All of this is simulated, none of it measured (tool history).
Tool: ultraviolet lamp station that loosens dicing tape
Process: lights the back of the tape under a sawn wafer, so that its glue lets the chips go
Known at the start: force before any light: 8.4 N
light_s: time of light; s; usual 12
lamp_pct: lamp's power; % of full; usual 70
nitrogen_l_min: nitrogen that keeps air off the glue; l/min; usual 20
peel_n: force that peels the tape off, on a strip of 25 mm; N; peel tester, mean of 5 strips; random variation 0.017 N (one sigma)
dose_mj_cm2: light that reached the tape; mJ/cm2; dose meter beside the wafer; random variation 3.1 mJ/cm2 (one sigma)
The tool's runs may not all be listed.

run 1 hour=0 | light_s=12 lamp_pct=70 nitrogen_l_min=20 | peel_n=0.823 dose_mj_cm2=466
run 2 hour=19.1 | light_s=12 lamp_pct=61 nitrogen_l_min=20 | peel_n=1.034 dose_mj_cm2=414
run 3 hour=45.9 | light_s=12 lamp_pct=61 nitrogen_l_min=20 | peel_n=1.036 dose_mj_cm2=408
run 4 hour=66.2 | light_s=12 lamp_pct=70 nitrogen_l_min=23 | peel_n=0.715 dose_mj_cm2=469
run 5 hour=84.5 | light_s=12 lamp_pct=70 nitrogen_l_min=23 | peel_n=0.718 dose_mj_cm2=469
-- hour=93.1 window cleaned of glue's vapour
run 6 hour=99.7 | light_s=8 lamp_pct=70 nitrogen_l_min=23 | peel_n=1.485 dose_mj_cm2=311
run 7 hour=127.2 | light_s=12 lamp_pct=70 nitrogen_l_min=20 | peel_n=0.789 dose_mj_cm2=469
run 8 hour=150.4 | light_s=12 lamp_pct=70 nitrogen_l_min=20 | peel_n=0.795 dose_mj_cm2=474
run 9 hour=162 | light_s=12 lamp_pct=70 nitrogen_l_min=20 | peel_n=0.814 dose_mj_cm2=470
run 10 hour=178 | light_s=12 lamp_pct=70 nitrogen_l_min=20 | peel_n=0.794 dose_mj_cm2=469
run 11 hour=192.6 | light_s=12 lamp_pct=70 nitrogen_l_min=20 | peel_n=0.808 dose_mj_cm2=468
run 12 hour=219.5 | light_s=12 lamp_pct=70 nitrogen_l_min=20 | peel_n=0.807 dose_mj_cm2=463
run 13 hour=243.8 | light_s=12 lamp_pct=70 nitrogen_l_min=20 | peel_n=0.798 dose_mj_cm2=466
run 14 hour=256.4 | light_s=12 lamp_pct=70 nitrogen_l_min=20 | peel_n=0.806 dose_mj_cm2=469
run 15 hour=279.4 | light_s=12 lamp_pct=70 nitrogen_l_min=20 | peel_n=0.798 dose_mj_cm2=467
run 16 hour=304.1 | light_s=11 lamp_pct=81 nitrogen_l_min=20 | peel_n=0.722 dose_mj_cm2=494
run 17 hour=326.4 | light_s=10 lamp_pct=90 nitrogen_l_min=20 | peel_n=0.686 dose_mj_cm2=503
run 18 hour=343.2 | light_s=10 lamp_pct=90 nitrogen_l_min=20 | peel_n=0.698 dose_mj_cm2=502
run 19 hour=362.3 | light_s=10 lamp_pct=90 nitrogen_l_min=20 | peel_n=0.693 dose_mj_cm2=498
run 20 hour=382.5 | light_s=6 lamp_pct=99 nitrogen_l_min=27 | peel_n=1.218 dose_mj_cm2=328
run 21 hour=395.3 | light_s=6 lamp_pct=99 nitrogen_l_min=27 | peel_n=1.293 dose_mj_cm2=329
run 22 hour=407 | light_s=6 lamp_pct=99 nitrogen_l_min=23 | peel_n=1.366 dose_mj_cm2=328
run 23 hour=430.6 | light_s=7 lamp_pct=98 nitrogen_l_min=23 | peel_n=1.053 dose_mj_cm2=381
run 24 hour=454.1 | light_s=7 lamp_pct=83 nitrogen_l_min=12 | peel_n=2.045 dose_mj_cm2=325
run 25 hour=465.8 | light_s=22 lamp_pct=70 nitrogen_l_min=19 | peel_n=0.261 dose_mj_cm2=857
run 26 hour=483.5 | light_s=16 lamp_pct=73 nitrogen_l_min=10 | peel_n=0.651 dose_mj_cm2=654
run 27 hour=508 | light_s=17 lamp_pct=73 nitrogen_l_min=9 | peel_n=0.637 dose_mj_cm2=690
run 28 hour=522.1 | light_s=7 lamp_pct=98 nitrogen_l_min=8 | peel_n=1.985 dose_mj_cm2=379
run 29 hour=541.6 | light_s=12 lamp_pct=70 nitrogen_l_min=19 | peel_n=0.833 dose_mj_cm2=466

3 ways to go on from here, each from the tool as it stands after run 29. What would each give?
run A hour=555.8 | light_s=14 lamp_pct=70 nitrogen_l_min=19 | peel_n=? dose_mj_cm2=?
run B hour=555.8 | light_s=9 lamp_pct=90 nitrogen_l_min=23 | peel_n=? dose_mj_cm2=?
run C hour=555.8 | light_s=12 lamp_pct=65 nitrogen_l_min=19 | peel_n=? dose_mj_cm2=?

run=A peel_n=0.583 dose_mj_cm2=543
run=B peel_n=0.798 dose_mj_cm2=450
run=C peel_n=0.999 dose_mj_cm2=438
Without the tool's hidden state the same runs would have given:
run=A peel_n=0.579 dose_mj_cm2=545
run=B peel_n=0.792 dose_mj_cm2=452
run=C peel_n=0.993 dose_mj_cm2=440

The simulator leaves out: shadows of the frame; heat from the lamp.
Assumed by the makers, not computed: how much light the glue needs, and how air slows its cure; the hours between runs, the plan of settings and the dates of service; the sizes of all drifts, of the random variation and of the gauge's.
